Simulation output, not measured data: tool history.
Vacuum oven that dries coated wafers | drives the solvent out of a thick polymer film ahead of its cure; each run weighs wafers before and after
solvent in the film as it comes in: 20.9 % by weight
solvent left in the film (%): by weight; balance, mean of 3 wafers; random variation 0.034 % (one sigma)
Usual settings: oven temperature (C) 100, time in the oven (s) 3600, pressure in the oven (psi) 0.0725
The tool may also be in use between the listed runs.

run 1 hour=0 | oven_temperature_(C)=100 time_in_the_oven_(s)=3600 pressure_in_the_oven_(psi)=0.0725 | solvent_left_in_the_film_(%)=1.72
run 2 hour=25 | oven_temperature_(C)=100 time_in_the_oven_(s)=3600 pressure_in_the_oven_(psi)=0.0725 | solvent_left_in_the_film_(%)=1.76
run 3 hour=47.3 | oven_temperature_(C)=100 time_in_the_oven_(s)=3600 pressure_in_the_oven_(psi)=0.0725 | solvent_left_in_the_film_(%)=1.72
run 4 hour=67.2 | oven_temperature_(C)=100 time_in_the_oven_(s)=3600 pressure_in_the_oven_(psi)=0.2215 | solvent_left_in_the_film_(%)=2.08
run 5 hour=97 | oven_temperature_(C)=100 time_in_the_oven_(s)=3600 pressure_in_the_oven_(psi)=0.0725 | solvent_left_in_the_film_(%)=1.77
run 6 hour=129.7 | oven_temperature_(C)=100 time_in_the_oven_(s)=5880 pressure_in_the_oven_(psi)=0.0725 | solvent_left_in_the_film_(%)=0.56
run 7 hour=143.9 | oven_temperature_(C)=100 time_in_the_oven_(s)=5880 pressure_in_the_oven_(psi)=0.0725 | solvent_left_in_the_film_(%)=0.61
run 8 hour=174.4 | oven_temperature_(C)=108 time_in_the_oven_(s)=5880 pressure_in_the_oven_(psi)=0.0725 | solvent_left_in_the_film_(%)=0.26
run 9 hour=190.5 | oven_temperature_(C)=108 time_in_the_oven_(s)=5880 pressure_in_the_oven_(psi)=0.0725 | solvent_left_in_the_film_(%)=0.24
run 10 hour=217.6 | oven_temperature_(C)=100 time_in_the_oven_(s)=3600 pressure_in_the_oven_(psi)=0.0725 | solvent_left_in_the_film_(%)=1.82
run 11 hour=248.7 | oven_temperature_(C)=100 time_in_the_oven_(s)=3600 pressure_in_the_oven_(psi)=0.0725 | solvent_left_in_the_film_(%)=1.76
run 12 hour=268.1 | oven_temperature_(C)=100 time_in_the_oven_(s)=3600 pressure_in_the_oven_(psi)=0.2814 | solvent_left_in_the_film_(%)=2.3
run 13 hour=284.5 | oven_temperature_(C)=100 time_in_the_oven_(s)=3600 pressure_in_the_oven_(psi)=0.2814 | solvent_left_in_the_film_(%)=2.24
run 14 hour=300.1 | oven_temperature_(C)=100 time_in_the_oven_(s)=3600 pressure_in_the_oven_(psi)=0.0725 | solvent_left_in_the_film_(%)=1.83
run 15 hour=316.9 | oven_temperature_(C)=100 time_in_the_oven_(s)=3600 pressure_in_the_oven_(psi)=0.0725 | solvent_left_in_the_film_(%)=1.79
run 16 hour=334.3 | oven_temperature_(C)=100 time_in_the_oven_(s)=3600 pressure_in_the_oven_(psi)=0.0725 | solvent_left_in_the_film_(%)=1.8
-- hour=341.5 oven's thermocouples calibrated
run 17 hour=367.3 | oven_temperature_(C)=100 time_in_the_oven_(s)=3600 pressure_in_the_oven_(psi)=0.0725 | solvent_left_in_the_film_(%)=1.59
run 18 hour=401.3 | oven_temperature_(C)=104 time_in_the_oven_(s)=3600 pressure_in_the_oven_(psi)=0.0725 | solvent_left_in_the_film_(%)=1.06
run 19 hour=417 | oven_temperature_(C)=95 time_in_the_oven_(s)=1980 pressure_in_the_oven_(psi)=0.2441 | solvent_left_in_the_film_(%)=6.3
run 20 hour=431 | oven_temperature_(C)=110 time_in_the_oven_(s)=3540 pressure_in_the_oven_(psi)=0.0725 | solvent_left_in_the_film_(%)=0.49
run 21 hour=446.4 | oven_temperature_(C)=98 time_in_the_oven_(s)=5160 pressure_in_the_oven_(psi)=0.1571 | solvent_left_in_the_film_(%)=1.13
run 22 hour=477.5 | oven_temperature_(C)=90 time_in_the_oven_(s)=2880 pressure_in_the_oven_(psi)=0.0725 | solvent_left_in_the_film_(%)=5.24
run 23 hour=500.7 | oven_temperature_(C)=90 time_in_the_oven_(s)=2700 pressure_in_the_oven_(psi)=0.0725 | solvent_left_in_the_film_(%)=5.54
run 24 hour=526.8 | oven_temperature_(C)=108 time_in_the_oven_(s)=5880 pressure_in_the_oven_(psi)=0.1304 | solvent_left_in_the_film_(%)=0.34
run 25 hour=547.4 | oven_temperature_(C)=99 time_in_the_oven_(s)=4440 pressure_in_the_oven_(psi)=0.1304 | solvent_left_in_the_film_(%)=1.29
run 26 hour=563.9 | oven_temperature_(C)=99 time_in_the_oven_(s)=5880 pressure_in_the_oven_(psi)=0.2186 | solvent_left_in_the_film_(%)=0.97
run 27 hour=589.3 | oven_temperature_(C)=108 time_in_the_oven_(s)=2160 pressure_in_the_oven_(psi)=0.1591 | solvent_left_in_the_film_(%)=2.3
run 28 hour=617.5 | oven_temperature_(C)=99 time_in_the_oven_(s)=4560 pressure_in_the_oven_(psi)=0.1591 | solvent_left_in_the_film_(%)=1.3
run 29 hour=638.4 | oven_temperature_(C)=99 time_in_the_oven_(s)=4560 pressure_in_the_oven_(psi)=0.1591 | solvent_left_in_the_film_(%)=1.33
run 30 hour=655.3 | oven_temperature_(C)=92 time_in_the_oven_(s)=5340 pressure_in_the_oven_(psi)=0.0725 | solvent_left_in_the_film_(%)=1.71
run 31 hour=680.9 | oven_temperature_(C)=88 time_in_the_oven_(s)=4020 pressure_in_the_oven_(psi)=0.0672 | solvent_left_in_the_film_(%)=3.97
run 32 hour=703.1 | oven_temperature_(C)=111 time_in_the_oven_(s)=1800 pressure_in_the_oven_(psi)=0.0408 | solvent_left_in_the_film_(%)=2.3
run 33 hour=730.6 | oven_temperature_(C)=111 time_in_the_oven_(s)=1800 pressure_in_the_oven_(psi)=0.0408 | solvent_left_in_the_film_(%)=2.32
run 34 hour=755.8 | oven_temperature_(C)=111 time_in_the_oven_(s)=1800 pressure_in_the_oven_(psi)=0.0408 | solvent_left_in_the_film_(%)=2.32
run 35 hour=780.3 | oven_temperature_(C)=111 time_in_the_oven_(s)=1800 pressure_in_the_oven_(psi)=0.0408 | solvent_left_in_the_film_(%)=2.28

Some steps in solvent left in the film (%) between neighbouring runs. How much of each would the tool show without its hidden state too (settings, what came in, random variation), and how much is left for the hidden state, with any gauge scatter that isn't in both results?
The hidden state here: true wafer temperature over the reading, C; true pressure over the reading, kPa; drift of the gauge itself on solvent_pct, %.
Run 9 -> 10: oven temperature (C) 108 -> 100, time in the oven (s) 5880 -> 3600. solvent left in the film (%) +1.58: hidden state +0.22, all else +1.36.
Run 16 -> 17: oven's thermocouples calibrated. solvent left in the film (%) -0.21: hidden state -0.21, all else +0.
Run 18 -> 19: oven temperature (C) 104 -> 95, time in the oven (s) 3600 -> 1980, pressure in the oven (psi) 0.0725 -> 0.2441. solvent left in the film (%) +5.24: hidden state +0.06, all else +5.18.
Run 19 -> 20: oven temperature (C) 95 -> 110, time in the oven (s) 1980 -> 3540, pressure in the oven (psi) 0.2441 -> 0.0725. solvent left in the film (%) -5.81: hidden state -0.08, all else -5.73.
Run 23 -> 24: oven temperature (C) 90 -> 108, time in the oven (s) 2700 -> 5880, pressure in the oven (psi) 0.0725 -> 0.1304. solvent left in the film (%) -5.2: hidden state -0.13, all else -5.07.

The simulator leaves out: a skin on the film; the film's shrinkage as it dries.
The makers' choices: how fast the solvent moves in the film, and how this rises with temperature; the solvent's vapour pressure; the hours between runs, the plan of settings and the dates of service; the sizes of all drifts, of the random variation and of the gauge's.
